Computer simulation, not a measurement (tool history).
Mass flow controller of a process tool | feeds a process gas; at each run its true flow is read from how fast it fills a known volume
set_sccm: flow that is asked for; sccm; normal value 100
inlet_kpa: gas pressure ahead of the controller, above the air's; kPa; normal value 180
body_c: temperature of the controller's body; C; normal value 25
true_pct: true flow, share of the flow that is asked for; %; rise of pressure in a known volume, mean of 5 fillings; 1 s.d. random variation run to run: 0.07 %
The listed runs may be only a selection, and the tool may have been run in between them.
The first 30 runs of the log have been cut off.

| run | hour | set_sccm | inlet_kpa | body_c | true_pct |
|---|---|---|---|---|---|
| 31 | 2586.6 | 49 | 216 | 22 | 98.36 |
| 32 | 2688.8 | 169 | 141 | 36 | 100.81 |
| 33 | 2739.1 | 118 | 252 | 26 | 99.76 |
| 34 | 2804.4 | 191 | 225 | 34 | 101.39 |
| 35 | 2872.2 | 191 | 225 | 34 | 101.20 |
| 36 | 2969.3 | 28 | 180 | 24 | 98.70 |
| 37 | 3062.1 | 28 | 180 | 24 | 98.88 |
| 38 | 3136.1 | 28 | 180 | 24 | 98.83 |
| 39 | 3196.6 | 28 | 180 | 24 | 98.90 |
| 40 | 3282.3 | 28 | 210 | 30 | 99.73 |
| 41 | 3351.0 | 21 | 201 | 30 | 99.69 |
| 42 | 3463.4 | 21 | 201 | 30 | 99.69 |
| 43 | 3530.1 | 21 | 201 | 30 | 99.72 |
| 44 | 3584.6 | 54 | 233 | 30 | 100.19 |
| 45 | 3679.1 | 100 | 149 | 28 | 100.16 |
|  | 3683.9 | gauge calibrated |
| 46 | 3777.8 | 126 | 165 | 30 | 99.86 |
| 47 | 3829.0 | 126 | 165 | 30 | 99.93 |
| 48 | 3892.1 | 94 | 165 | 30 | 99.56 |

Below are 3 alternative next runs, each starting from the tool's condition after run 48. Predict each:
| A | 3951.9 | 94 | 154 | 30 | ? |
| B | 3951.9 | 94 | 177 | 30 | ? |
| C | 3951.9 | 100 | 252 | 29 | ? |

| run | true_pct |
|---|---|
| A | 99.74 |
| B | 99.73 |
| C | 100.03 |
Take away the tool's hidden state, keep each run's random variation, and the runs would have read:
| run | true_pct |
|---|---|
| A | 99.52 |
| B | 99.51 |
| C | 99.81 |
